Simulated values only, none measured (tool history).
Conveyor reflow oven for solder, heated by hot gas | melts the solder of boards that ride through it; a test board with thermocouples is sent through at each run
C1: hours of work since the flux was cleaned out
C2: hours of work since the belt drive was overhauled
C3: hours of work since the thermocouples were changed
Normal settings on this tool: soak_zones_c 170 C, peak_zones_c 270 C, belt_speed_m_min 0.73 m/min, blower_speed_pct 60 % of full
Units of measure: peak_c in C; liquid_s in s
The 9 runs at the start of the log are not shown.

Run 10, day 4.1: usual settings; C1 38; C2 199; C3 360. Result: peak_c 253.7 C, liquid_s 42.7 s.
Run 11, day 4.629: usual settings; C1 47; C2 208; C3 369. Result: peak_c 254 C, liquid_s 43.4 s.
Run 12, day 5.133: usual settings; C1 55; C2 217; C3 378. Result: peak_c 253.9 C, liquid_s 43.2 s.
Run 13, day 5.754: usual settings; C1 66; C2 227; C3 388. Result: peak_c 254.4 C, liquid_s 43.1 s.
At day 5.954: belt drive overhauled, speed set with a stopwatch.
Run 14, day 6.246: usual settings; C1 71; C2 5; C3 394. Result: peak_c 253.9 C, liquid_s 43.2 s.
Run 15, day 6.8: usual settings; C1 81; C2 14; C3 403. Result: peak_c 254.1 C, liquid_s 43.2 s.
Run 16, day 7.179: usual settings; C1 87; C2 21; C3 409. Result: peak_c 254.1 C, liquid_s 43.3 s.
Run 17, day 7.733: usual settings; C1 96; C2 30; C3 419. Result: peak_c 254.3 C, liquid_s 42.7 s.
Run 18, day 8.338: usual settings but soak_zones_c 167 C, peak_zones_c 276 C; C1 106; C2 40; C3 429. Result: peak_c 259.1 C, liquid_s 45 s.
Run 19, day 8.638: usual settings but soak_zones_c 167 C, peak_zones_c 276 C; C1 111; C2 45; C3 434. Result: peak_c 258.8 C, liquid_s 44.4 s.
At day 9.229: belt drive overhauled, speed set with a stopwatch, once more.
Run 20, day 9.3: usual settings but soak_zones_c 182 C, belt_speed_m_min 0.648 m/min, blower_speed_pct 52 % of full; C1 120; C2 1; C3 442. Result: peak_c 257.6 C, liquid_s 53.9 s.
Run 21, day 9.762: usual settings but belt_speed_m_min 0.748 m/min; C1 128; C2 9; C3 450. Result: peak_c 253.2 C, liquid_s 41.4 s.
Run 22, day 10.238: usual settings but belt_speed_m_min 0.748 m/min; C1 136; C2 17; C3 458. Result: peak_c 252.7 C, liquid_s 41.5 s.
Run 23, day 10.783: usual settings but soak_zones_c 177 C, peak_zones_c 284 C, belt_speed_m_min 0.748 m/min; C1 145; C2 26; C3 467. Result: peak_c 266.4 C, liquid_s 49 s.
Run 24, day 11.042: usual settings but peak_zones_c 262 C, belt_speed_m_min 0.702 m/min; C1 149; C2 30; C3 471. Result: peak_c 248 C, liquid_s 41.4 s.
Run 25, day 11.375: usual settings but peak_zones_c 279 C, belt_speed_m_min 0.662 m/min, blower_speed_pct 72 % of full; C1 155; C2 36; C3 477. Result: peak_c 268.1 C, liquid_s 54.7 s.
Run 26, day 11.9: usual settings but peak_zones_c 279 C, belt_speed_m_min 0.821 m/min, blower_speed_pct 67 % of full; C1 163; C2 45; C3 486. Result: peak_c 259.3 C, liquid_s 40.5 s.

What does the tool deliver on the next run?
Run 27, day 12.492: usual settings; C1 173; C2 55; C3 496. Result: peak_c ?, liquid_s ?.

{"run 27": {"peak_c": 253.6, "liquid_s": 42.8}}
Minus the tool's unlogged condition, the same run would have read peak_c 253.8 C, liquid_s 43.1 s.
